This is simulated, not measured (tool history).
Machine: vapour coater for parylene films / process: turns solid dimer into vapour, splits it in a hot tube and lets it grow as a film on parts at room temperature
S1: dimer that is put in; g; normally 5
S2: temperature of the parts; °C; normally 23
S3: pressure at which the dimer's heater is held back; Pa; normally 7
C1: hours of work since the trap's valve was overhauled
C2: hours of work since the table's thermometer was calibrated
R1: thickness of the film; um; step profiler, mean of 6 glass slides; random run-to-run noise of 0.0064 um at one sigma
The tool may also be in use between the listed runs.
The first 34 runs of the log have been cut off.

| run | hour | S1 | S2 | S3 | C1 | C2 | R1 |
|---|---|---|---|---|---|---|---|
| 35 | 539.7 | 4 | 15 | 3.78 | 55 | 392 | 1.47 |
|  | 556.8 | trap's valve overhauled, once more |
| 36 | 562 | 5 | 23 | 8.28 | 2 | 401 | 1.382 |
| 37 | 581.1 | 5 | 33 | 10.22 | 11 | 409 | 0.985 |
| 38 | 598.8 | 5 | 17 | 10.22 | 19 | 417 | 1.624 |
| 39 | 616.2 | 5 | 17 | 10.22 | 27 | 425 | 1.625 |
| 40 | 633.8 | 5 | 17 | 10.22 | 35 | 433 | 1.62 |
| 41 | 645.5 | 5 | 23 | 4.13 | 40 | 438 | 1.49 |
| 42 | 664.1 | 6 | 32 | 8.26 | 49 | 447 | 1.256 |
| 43 | 676.2 | 6 | 32 | 8.26 | 54 | 452 | 1.234 |
| 44 | 692.6 | 6 | 32 | 8.26 | 62 | 460 | 1.247 |
| 45 | 714 | 8 | 33 | 2.22 | 71 | 469 | 1.852 |
| 46 | 726.3 | 5 | 26 | 7 | 77 | 475 | 1.281 |
| 47 | 746.6 | 5 | 26 | 7 | 86 | 484 | 1.265 |

Alternative continuations, all from the tool just after run 47; predict every row:
| A | 756 | 5 | 15 | 2.31 | 90 | 488 | ? |
| B | 756 | 5 | 23 | 7 | 90 | 488 | ? |
| C | 756 | 6 | 26 | 2.9 | 90 | 488 | ? |
| D | 756 | 5 | 26 | 4.58 | 90 | 488 | ? |

| run | R1 |
|---|---|
| A | 2.013 |
| B | 1.394 |
| C | 1.688 |
| D | 1.332 |
Without the tool's unlogged condition, the same runs would have read:
| run | R1 |
|---|---|
| A | 2.058 |
| B | 1.425 |
| C | 1.725 |
| D | 1.361 |

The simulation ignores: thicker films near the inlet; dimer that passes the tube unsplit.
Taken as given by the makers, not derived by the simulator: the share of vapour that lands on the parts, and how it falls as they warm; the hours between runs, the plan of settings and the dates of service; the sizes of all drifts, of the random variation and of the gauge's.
